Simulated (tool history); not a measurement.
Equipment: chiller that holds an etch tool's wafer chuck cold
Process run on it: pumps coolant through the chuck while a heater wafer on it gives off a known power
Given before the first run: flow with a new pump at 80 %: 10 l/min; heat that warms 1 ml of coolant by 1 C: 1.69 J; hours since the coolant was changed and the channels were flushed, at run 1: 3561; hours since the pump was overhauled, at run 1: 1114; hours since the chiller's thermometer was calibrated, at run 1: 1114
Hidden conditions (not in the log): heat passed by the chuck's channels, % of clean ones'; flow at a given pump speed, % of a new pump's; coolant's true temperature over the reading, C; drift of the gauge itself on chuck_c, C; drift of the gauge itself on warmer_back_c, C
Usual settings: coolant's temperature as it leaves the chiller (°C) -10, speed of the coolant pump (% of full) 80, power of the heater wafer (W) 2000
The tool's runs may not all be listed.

| run | hour | coolant's temperature as it leaves the chiller (°C) | speed of the coolant pump (% of full) | power of the heater wafer (W) | hours since the coolant was changed and the channels were flushed | hours since the pump was overhauled | hours since the chiller's thermometer was calibrated | chuck's temperature once it has settled (°C) | how much warmer the coolant comes back (C) |
|---|---|---|---|---|---|---|---|---|---|
| 1 | 0 | -10 | 80 | 2000 | 3561 | 1114 | 1114 | 16.6 | 7.26 |
| 2 | 34.8 | -10 | 80 | 2000 | 3596 | 1149 | 1149 | 17 | 7.2 |
| 3 | 79.5 | -10 | 80 | 2827 | 3641 | 1194 | 1194 | 28.2 | 10.15 |
| 4 | 100.6 | -10 | 80 | 1141 | 3662 | 1215 | 1215 | 5.4 | 4.05 |
| 5 | 120 | -10 | 80 | 1306 | 3681 | 1234 | 1234 | 7.6 | 4.71 |
| 6 | 160.6 | -10 | 80 | 1306 | 3722 | 1275 | 1275 | 7.5 | 4.72 |
| 7 | 188.1 | -10 | 64 | 2000 | 3749 | 1302 | 1302 | 21.7 | 9.18 |
| 8 | 227.1 | -7 | 80 | 2000 | 3788 | 1341 | 1341 | 20.1 | 7.22 |
| 9 | 265.1 | -10 | 80 | 2000 | 3826 | 1379 | 1379 | 17.1 | 7.17 |
| 10 | 304.6 | -10 | 80 | 2406 | 3866 | 1419 | 1419 | 22.8 | 8.57 |
| 11 | 343.4 | -10 | 80 | 2000 | 3905 | 1458 | 1458 | 17.3 | 7.23 |
| 12 | 384.8 | -10 | 81 | 2000 | 3946 | 1499 | 1499 | 17 | 7.1 |
| 13 | 413.2 | -10 | 81 | 2262 | 3974 | 1528 | 1528 | 20.6 | 8.09 |
| 14 | 457.4 | -10 | 81 | 2262 | 4019 | 1572 | 1572 | 20.6 | 8.06 |
| 15 | 501.4 | -10 | 81 | 2262 | 4062 | 1616 | 1616 | 20.6 | 8.05 |
| 16 | 533.9 | -14 | 81 | 2262 | 4095 | 1648 | 1648 | 16.7 | 8.05 |
| 17 | 575.4 | -10 | 92 | 2000 | 4137 | 1690 | 1690 | 14.8 | 6.22 |
| 18 | 598.6 | -20 | 92 | 1305 | 4160 | 1713 | 1713 | -3.9 | 3.98 |
| 19 | 629.4 | -20 | 92 | 1054 | 4191 | 1744 | 1744 | -6.7 | 3.33 |
| 20 | 669 | -15 | 92 | 1054 | 4230 | 1783 | 1783 | -2 | 3.31 |
| 21 | 702.9 | -17 | 80 | 1270 | 4264 | 1817 | 1817 | 0.3 | 4.59 |
| 22 | 737.6 | -17 | 80 | 1270 | 4299 | 1852 | 1852 | 0.5 | 4.62 |
| 23 | 770 | -17 | 91 | 1270 | 4331 | 1884 | 1884 | -1.1 | 3.99 |
| 24 | 807.9 | -15 | 64 | 1886 | 4369 | 1922 | 1922 | 15.6 | 8.67 |
| 25 | 835.6 | -15 | 60 | 2917 | 4397 | 1950 | 1950 | 34.4 | 14.56 |
| 26 | 864.5 | -6 | 94 | 2000 | 4426 | 1979 | 1979 | 18.7 | 6.09 |
| 27 | 900.2 | -6 | 94 | 2000 | 4461 | 2015 | 2015 | 18.7 | 6.13 |
| 28 | 943.1 | -15 | 98 | 2197 | 4504 | 2057 | 2057 | 11.3 | 6.42 |
| 29 | 970.5 | -10 | 85 | 2000 | 4532 | 2085 | 2085 | 16.6 | 6.79 |
| 30 | 1000.6 | -10 | 64 | 1484 | 4562 | 2115 | 2115 | 14.2 | 6.99 |
| 31 | 1023.4 | -9 | 63 | 1484 | 4585 | 2138 | 2138 | 15.5 | 7 |
| 32 | 1064.5 | -14 | 94 | 1796 | 4626 | 2179 | 2179 | 8.3 | 5.52 |
| 33 | 1103.5 | -14 | 94 | 1796 | 4665 | 2218 | 2218 | 8.3 | 5.48 |

Some steps in chuck's temperature once it has settled (°C), run to run, broken into two amounts with sign: the step expected even without the hidden condition (settings, incoming material, random variation), and the rest, left for the hidden condition together with whatever gauge scatter is not in both the measured and the hidden-condition-free result:
Run 3 -> 4: power of the heater wafer (W) 2827 -> 1141. chuck's temperature once it has settled (°C) -22.8: hidden state -2.3, all else -20.5.
Run 17 -> 18: coolant's temperature as it leaves the chiller (°C) -10 -> -20, power of the heater wafer (W) 2000 -> 1305. chuck's temperature once it has settled (°C) -18.7: hidden state -1, all else -17.7.
Run 24 -> 25: speed of the coolant pump (% of full) 64 -> 60, power of the heater wafer (W) 1886 -> 2917. chuck's temperature once it has settled (°C) +18.8: hidden state +2.2, all else +16.6.
Run 25 -> 26: coolant's temperature as it leaves the chiller (°C) -15 -> -6, speed of the coolant pump (% of full) 60 -> 94, power of the heater wafer (W) 2917 -> 2000. chuck's temperature once it has settled (°C) -15.7: hidden state -2.8, all else -12.9.

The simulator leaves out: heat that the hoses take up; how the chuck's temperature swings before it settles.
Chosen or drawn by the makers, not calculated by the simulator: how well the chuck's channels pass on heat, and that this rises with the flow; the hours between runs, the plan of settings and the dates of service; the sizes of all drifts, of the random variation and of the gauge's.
